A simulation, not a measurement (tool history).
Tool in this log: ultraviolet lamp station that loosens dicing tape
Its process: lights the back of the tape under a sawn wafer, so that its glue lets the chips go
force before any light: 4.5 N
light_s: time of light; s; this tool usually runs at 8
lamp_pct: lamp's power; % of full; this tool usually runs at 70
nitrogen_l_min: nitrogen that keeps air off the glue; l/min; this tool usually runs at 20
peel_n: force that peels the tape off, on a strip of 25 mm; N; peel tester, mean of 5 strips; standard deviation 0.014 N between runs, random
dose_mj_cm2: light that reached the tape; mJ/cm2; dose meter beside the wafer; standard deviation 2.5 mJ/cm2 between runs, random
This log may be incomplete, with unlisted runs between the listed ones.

run   hour  light_s  lamp_pct  nitrogen_l_min  peel_n  dose_mj_cm2
  1    0.0        8        70              20   0.984          227
  2   57.9        8        70              20   1.023          229
  3   96.7        8        70              20   1.056          224
  4  136.5        8        70              20   1.024          218
  5  193.5        8        70               6   1.923          218
  6  235.9        8        70               6   1.950          212
  7  279.2        8        79              27   0.828          236
  8  329.9        8        85              18   0.964          248
     333.5  -- window cleaned of glue's vapour
  9  374.7        8        85              18   0.919          238
 10  411.8        8        77               7   1.779          219
 11  478.4        9        70              10   1.565          218
 12  521.0        9        70              10   1.510          213

Consider 5 possible next runs. They are alternatives, not a sequence: every one starts from the tool as it was left by run 12. What does each give?
     564.7  -- window cleaned of glue's vapour, once more
  A  564.7        5        83              14       ?            ?
     564.7  -- window cleaned of glue's vapour, once more
  B  564.7        9        72              10       ?            ?
     564.7  -- window cleaned of glue's vapour, once more
  C  564.7        4        79              37       ?            ?
     564.7  -- window cleaned of glue's vapour, once more
  D  564.7        5        70              26       ?            ?
     564.7  -- window cleaned of glue's vapour, once more
  E  564.7        6        70               6       ?            ?

run  peel_n  dose_mj_cm2
  A   1.943          148
  B   1.395          237
  C   1.735          113
  D   1.772          128
  E   2.504          150
What these runs would have given with no unlogged condition in the tool:
run  peel_n  dose_mj_cm2
  A   1.312          218
  B   0.837          346
  C   1.126          166
  D   1.159          187
  E   1.893          220
